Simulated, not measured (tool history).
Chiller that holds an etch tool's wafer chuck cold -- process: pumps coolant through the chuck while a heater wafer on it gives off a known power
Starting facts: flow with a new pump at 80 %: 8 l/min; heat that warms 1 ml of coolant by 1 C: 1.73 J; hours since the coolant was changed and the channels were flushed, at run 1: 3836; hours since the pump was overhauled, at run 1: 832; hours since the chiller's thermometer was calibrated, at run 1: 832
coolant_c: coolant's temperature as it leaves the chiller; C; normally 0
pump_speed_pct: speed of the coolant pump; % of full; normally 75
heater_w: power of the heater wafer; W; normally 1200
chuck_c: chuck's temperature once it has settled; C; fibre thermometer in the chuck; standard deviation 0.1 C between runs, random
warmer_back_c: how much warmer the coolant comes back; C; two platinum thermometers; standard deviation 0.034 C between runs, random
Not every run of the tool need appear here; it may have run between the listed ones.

run	hour	coolant_c	pump_speed_pct	heater_w	hours since the coolant was changed and the channels were flushed	hours since the pump was overhauled	hours since the chiller's thermometer was calibrated	chuck_c	warmer_back_c
1	0	0	75	1200	3836	832	832	13.2	5.67
2	210.8	0	75	1200	4047	1043	1043	13.2	5.66
3	343.3	0	75	624	4179	1175	1175	7.1	2.97
4	461.2	0	75	624	4297	1293	1293	6.8	3.02
5	562.2	0	75	624	4398	1394	1394	6.9	3.02
6	714.8	0	75	624	4551	1547	1547	7.1	3.02
7	821.8	0	75	1200	4658	1654	1654	13.8	5.74
8	931.9	0	75	1200	4768	1764	1764	13.7	5.8
9	1051.6	0	75	1200	4888	1883	1883	13.8	5.81
10	1258	1	98	861	5094	2090	2090	8.8	3.14
11	1347	0	81	1200	5183	2179	2179	13.3	5.41
12	1440.6	0	81	1200	5277	2272	2272	13.1	5.42
13	1578.3	0	81	1200	5414	2410	2410	13.3	5.47
# hour 1654.1: chiller's thermometer calibrated
14	1701	7	75	1186	5536	2532	47	21.4	5.88
15	1847.8	0	74	1200	5683	2679	194	14.8	6.06
16	1950.4	0	75	1466	5786	2781	296	18	7.31
17	2104.2	0	75	1466	5939	2935	450	18	7.34
18	2257.5	0	75	1466	6093	3088	603	18.2	7.37

Each row is a separate what-if for the run after 18, all from the same tool condition, not one after another. Results?
# hour 2367.1: coolant changed, channels flushed
A	2474.3	10	79	1466	107	3299	814	?	?
# hour 2367.1: coolant changed, channels flushed
B	2474.3	3	78	1185	107	3299	814	?	?
# hour 2367.1: coolant changed, channels flushed
C	2474.3	0	75	647	107	3299	814	?	?
# hour 2367.1: coolant changed, channels flushed
D	2474.3	-9	75	1017	107	3299	814	?	?
# hour 2367.1: coolant changed, channels flushed
E	2474.3	5	75	1398	107	3299	814	?	?

run	chuck_c	warmer_back_c
A	24.6	6.97
B	14.8	5.78
C	6.8	3.26
D	1.6	5.1
E	19.4	7.03
Without the tool's hidden state the same runs would have given:
run	chuck_c	warmer_back_c
A	23.7	6.43
B	14.2	5.34
C	6.5	3.01
D	1	4.71
E	18.6	6.49

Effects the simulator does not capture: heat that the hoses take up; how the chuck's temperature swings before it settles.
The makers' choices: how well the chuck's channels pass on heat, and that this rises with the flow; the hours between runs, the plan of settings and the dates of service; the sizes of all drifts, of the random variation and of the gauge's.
